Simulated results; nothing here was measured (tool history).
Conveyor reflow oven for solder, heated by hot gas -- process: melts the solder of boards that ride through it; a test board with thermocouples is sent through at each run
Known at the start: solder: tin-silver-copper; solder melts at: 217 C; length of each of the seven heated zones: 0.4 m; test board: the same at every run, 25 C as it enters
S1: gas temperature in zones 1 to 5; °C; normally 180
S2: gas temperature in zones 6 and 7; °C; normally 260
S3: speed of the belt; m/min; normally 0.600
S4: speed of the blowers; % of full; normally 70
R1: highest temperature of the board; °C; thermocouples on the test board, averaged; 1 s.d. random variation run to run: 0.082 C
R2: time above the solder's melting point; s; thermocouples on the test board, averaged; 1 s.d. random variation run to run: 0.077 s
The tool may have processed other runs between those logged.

| run | day | S1 | S2 | S3 | S4 | R1 | R2 |
|---|---|---|---|---|---|---|---|
| 1 | 0.000 | 180 | 260 | 0.600 | 70 | 248.85 | 60.56 |
| 2 | 0.571 | 180 | 260 | 0.600 | 70 | 248.75 | 60.37 |
| 3 | 0.958 | 180 | 260 | 0.600 | 70 | 248.68 | 60.42 |
| 4 | 1.504 | 180 | 260 | 0.600 | 70 | 248.82 | 60.43 |
| 5 | 2.033 | 180 | 260 | 0.600 | 70 | 248.76 | 60.31 |
| 6 | 2.729 | 180 | 260 | 0.600 | 70 | 248.79 | 60.33 |
| 7 | 3.304 | 180 | 260 | 0.677 | 70 | 245.30 | 49.65 |
| 8 | 3.746 | 180 | 260 | 0.677 | 70 | 245.34 | 49.75 |
| 9 | 4.083 | 180 | 260 | 0.600 | 70 | 248.66 | 60.31 |
| 10 | 4.621 | 180 | 260 | 0.600 | 70 | 248.61 | 60.14 |
| 11 | 5.125 | 180 | 260 | 0.600 | 70 | 248.76 | 60.15 |
| 12 | 5.767 | 180 | 260 | 0.600 | 70 | 248.82 | 60.37 |
| 13 | 6.062 | 180 | 260 | 0.600 | 70 | 248.77 | 60.12 |
| 14 | 6.629 | 180 | 260 | 0.600 | 70 | 248.61 | 60.32 |
| 15 | 7.325 | 180 | 260 | 0.600 | 70 | 248.79 | 60.20 |
| 16 | 7.854 | 180 | 252 | 0.580 | 70 | 242.44 | 57.12 |
| 17 | 8.208 | 186 | 260 | 0.600 | 65 | 248.65 | 62.75 |
| 18 | 8.512 | 188 | 260 | 0.600 | 83 | 251.90 | 66.83 |
| 19 | 8.842 | 180 | 260 | 0.600 | 60 | 246.52 | 57.72 |
| 20 | 9.279 | 180 | 252 | 0.644 | 64 | 238.59 | 45.55 |
| 21 | 9.979 | 180 | 260 | 0.550 | 70 | 250.76 | 68.27 |
| 22 | 10.496 | 180 | 260 | 0.550 | 70 | 250.90 | 68.21 |
| 23 | 11.042 | 184 | 260 | 0.550 | 74 | 251.89 | 71.15 |
|  | 11.638 | flux residue cleaned out of gas plates and filters |
| 24 | 11.775 | 184 | 260 | 0.550 | 74 | 253.39 | 72.70 |
| 25 | 12.204 | 165 | 265 | 0.512 | 86 | 259.34 | 75.75 |
| 26 | 12.517 | 187 | 265 | 0.512 | 83 | 260.68 | 84.83 |
| 27 | 13.138 | 187 | 265 | 0.512 | 83 | 260.68 | 84.82 |
| 28 | 13.779 | 189 | 268 | 0.601 | 70 | 258.71 | 70.97 |
| 29 | 14.200 | 189 | 268 | 0.601 | 70 | 258.72 | 70.96 |
| 30 | 14.692 | 189 | 268 | 0.601 | 70 | 258.68 | 71.01 |

Some steps in R1 between neighbouring runs. How much of each would the tool show without its hidden state too (settings, what came in, random variation), and how much is left for the hidden state, with any gauge scatter that isn't in both results?
Hidden state at play: heat that the gas passes to the board, % of a clean oven's; belt's true speed, % of the reading; true gas temperature in zones 6 and 7 over the reading, C; drift of the gauge itself on peak_c, C; drift of the gauge itself on liquid_s, %.
Run 6 -> 7: S3 0.600 -> 0.677. R1 -3.49 °C: hidden state -0.26, all else -3.23.
Run 8 -> 9: S3 0.677 -> 0.600. R1 +3.32 °C: hidden state +0.25, all else +3.07.
Run 15 -> 16: S2 260 -> 252, S3 0.600 -> 0.580. R1 -6.35 °C: hidden state +0.17, all else -6.52.
Run 19 -> 20: S2 260 -> 252, S3 0.600 -> 0.644, S4 60 -> 64. R1 -7.93 °C: hidden state -0.12, all else -7.81.
Run 20 -> 21: S2 252 -> 260, S3 0.644 -> 0.550, S4 64 -> 70. R1 +12.17 °C: hidden state +0.25, all else +11.92.
Run 23 -> 24: flux residue cleaned out of gas plates and filters. R1 +1.50 °C: hidden state +1.35, all else +0.15.
